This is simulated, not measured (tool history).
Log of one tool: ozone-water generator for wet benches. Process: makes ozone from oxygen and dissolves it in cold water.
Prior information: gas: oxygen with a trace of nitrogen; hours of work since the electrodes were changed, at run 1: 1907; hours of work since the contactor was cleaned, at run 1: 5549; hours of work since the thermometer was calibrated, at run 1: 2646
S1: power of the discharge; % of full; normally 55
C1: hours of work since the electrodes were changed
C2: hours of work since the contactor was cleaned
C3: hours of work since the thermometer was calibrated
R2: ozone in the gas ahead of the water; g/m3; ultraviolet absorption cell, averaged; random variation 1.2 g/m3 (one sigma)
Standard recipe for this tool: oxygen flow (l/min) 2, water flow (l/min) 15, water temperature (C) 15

Run 1, hour 0: usual settings; C1 1907; C2 5549; C3 2646. Result: dissolved ozone (ppm) 17, R2 226 g/m3.
Run 2, hour 51.1: usual settings; C1 1939; C2 5581; C3 2678. Result: dissolved ozone (ppm) 16.6, R2 226.5 g/m3.
Run 3, hour 105: usual settings; C1 1973; C2 5615; C3 2712. Result: dissolved ozone (ppm) 16.8, R2 228.2 g/m3.
At hour 159.8: water thermometer calibrated.
Run 4, hour 170.5: usual settings; C1 2014; C2 5656; C3 7. Result: dissolved ozone (ppm) 16.9, R2 228 g/m3.
Run 5, hour 244.2: usual settings; C1 2061; C2 5702; C3 53. Result: dissolved ozone (ppm) 16.4, R2 225.8 g/m3.
Run 6, hour 303.9: usual settings; C1 2098; C2 5740; C3 91. Result: dissolved ozone (ppm) 16.8, R2 228.6 g/m3.
Run 7, hour 353.7: usual settings; C1 2130; C2 5771; C3 122. Result: dissolved ozone (ppm) 16.7, R2 226.2 g/m3.
Run 8, hour 393.7: usual settings; C1 2155; C2 5797; C3 147. Result: dissolved ozone (ppm) 16.6, R2 229.1 g/m3.
Run 9, hour 469.7: usual settings; C1 2203; C2 5845; C3 195. Result: dissolved ozone (ppm) 16.9, R2 228.7 g/m3.
Run 10, hour 525.7: usual settings; C1 2238; C2 5880; C3 231. Result: dissolved ozone (ppm) 16.8, R2 229.3 g/m3.
Run 11, hour 572.6: usual settings; C1 2268; C2 5909; C3 260. Result: dissolved ozone (ppm) 16.9, R2 229.6 g/m3.
Run 12, hour 650.6: usual settings; C1 2317; C2 5959; C3 309. Result: dissolved ozone (ppm) 16.7, R2 228.6 g/m3.
Run 13, hour 689.7: usual settings; C1 2342; C2 5983; C3 334. Result: dissolved ozone (ppm) 16.7, R2 230.7 g/m3.
Run 14, hour 741.4: usual settings; C1 2374; C2 6016; C3 367. Result: dissolved ozone (ppm) 16.8, R2 230.8 g/m3.
Run 15, hour 809.4: usual settings but S1 68 % of full; C1 2417; C2 6059; C3 410. Result: dissolved ozone (ppm) 19.5, R2 267.4 g/m3.
Run 16, hour 848.1: usual settings but S1 68 % of full, water temperature (C) 13; C1 2442; C2 6083; C3 434. Result: dissolved ozone (ppm) 19.6, R2 269.2 g/m3.
Run 17, hour 885.3: usual settings but S1 85 % of full, oxygen flow (l/min) 2.99; C1 2465; C2 6107; C3 457. Result: dissolved ozone (ppm) 25.5, R2 267.4 g/m3.
Run 18, hour 963.6: usual settings but S1 96 % of full, oxygen flow (l/min) 2.99, water temperature (C) 23; C1 2514; C2 6156; C3 507. Result: dissolved ozone (ppm) 25.2, R2 293 g/m3.
Run 19, hour 1029.5: usual settings but S1 43 % of full, oxygen flow (l/min) 2.99, water flow (l/min) 23, water temperature (C) 22; C1 2556; C2 6198; C3 548. Result: dissolved ozone (ppm) 10.1, R2 162.8 g/m3.
Run 20, hour 1074.5: usual settings but S1 60 % of full, oxygen flow (l/min) 2.3, water flow (l/min) 14, water temperature (C) 22; C1 2584; C2 6226; C3 577. Result: dissolved ozone (ppm) 18.3, R2 232.5 g/m3.
Run 21, hour 1154.5: usual settings but S1 60 % of full, oxygen flow (l/min) 2.3, water flow (l/min) 14, water temperature (C) 22; C1 2635; C2 6276; C3 627. Result: dissolved ozone (ppm) 18.1, R2 234.2 g/m3.
Run 22, hour 1214.6: usual settings but S1 95 % of full, oxygen flow (l/min) 1.54, water flow (l/min) 22, water temperature (C) 20; C1 2673; C2 6314; C3 665. Result: dissolved ozone (ppm) 14.9, R2 382.7 g/m3.
Run 23, hour 1260.7: usual settings but S1 95 % of full, oxygen flow (l/min) 1.54, water flow (l/min) 22, water temperature (C) 13; C1 2702; C2 6343; C3 694. Result: dissolved ozone (ppm) 15.5, R2 384.7 g/m3.
At hour 1304.3: gauge calibrated.
Run 24, hour 1304.3: usual settings but S1 48 % of full, oxygen flow (l/min) 1.54, water flow (l/min) 11, water temperature (C) 13; C1 2729; C2 6371; C3 722. Result: dissolved ozone (ppm) 18.8, R2 228.3 g/m3.
Run 25, hour 1339.5: usual settings but S1 48 % of full, oxygen flow (l/min) 1.54, water flow (l/min) 11, water temperature (C) 13; C1 2752; C2 6393; C3 744. Result: dissolved ozone (ppm) 18.9, R2 228.6 g/m3.
Run 26, hour 1408.4: usual settings but S1 48 % of full, oxygen flow (l/min) 1.54, water flow (l/min) 11, water temperature (C) 13; C1 2795; C2 6436; C3 787. Result: dissolved ozone (ppm) 18.8, R2 229.8 g/m3.
Run 27, hour 1453.8: usual settings but S1 54 % of full, oxygen flow (l/min) 2.39; C1 2824; C2 6465; C3 816. Result: dissolved ozone (ppm) 17.3, R2 209.4 g/m3.
Run 28, hour 1487.1: usual settings but S1 94 % of full, oxygen flow (l/min) 2.86, water flow (l/min) 14; C1 2845; C2 6486; C3 837. Result: dissolved ozone (ppm) 28.4, R2 287 g/m3.
Run 29, hour 1550: usual settings but water flow (l/min) 13; C1 2884; C2 6526; C3 877. Result: dissolved ozone (ppm) 19.1, R2 228.2 g/m3.
Run 30, hour 1625.1: usual settings but water flow (l/min) 13; C1 2932; C2 6573; C3 924. Result: dissolved ozone (ppm) 19.1, R2 229.6 g/m3.
Run 31, hour 1675.2: usual settings but water flow (l/min) 13; C1 2963; C2 6605; C3 956. Result: dissolved ozone (ppm) 19, R2 228 g/m3.
Run 32, hour 1716.3: usual settings but oxygen flow (l/min) 2.63, water flow (l/min) 21; C1 2989; C2 6631; C3 982. Result: dissolved ozone (ppm) 13.4, R2 205.9 g/m3.

The same runs without the tool's hidden state, with the same run-to-run variation:
Hidden state present: yield of the discharge, % of new electrodes'; contactor's efficiency, % of a clean one's; true water temperature over the reading, C; drift of the gauge itself on ozone_ppm, %; drift of the gauge itself on gas_g_m3, %.
run     R2
  1    226
  2  226.2
  3  227.7
  4  227.2
  5  224.6
  6  227.1
  7  224.5
  8  227.1
  9  226.4
 10  226.6
 11  226.7
 12  225.3
 13  227.2
 14  227.1
 15  262.7
 16  264.2
 17  262.1
 18  286.8
 19  159.1
 20    227
 21  228.2
 22  372.6
 23  374.1
 24  228.3
 25  228.5
 26  229.3
 27  208.8
 28  285.9
 29    227
 30    228
 31  226.2
 32    204
dissolved ozone (ppm): unchanged from measured in all runs.

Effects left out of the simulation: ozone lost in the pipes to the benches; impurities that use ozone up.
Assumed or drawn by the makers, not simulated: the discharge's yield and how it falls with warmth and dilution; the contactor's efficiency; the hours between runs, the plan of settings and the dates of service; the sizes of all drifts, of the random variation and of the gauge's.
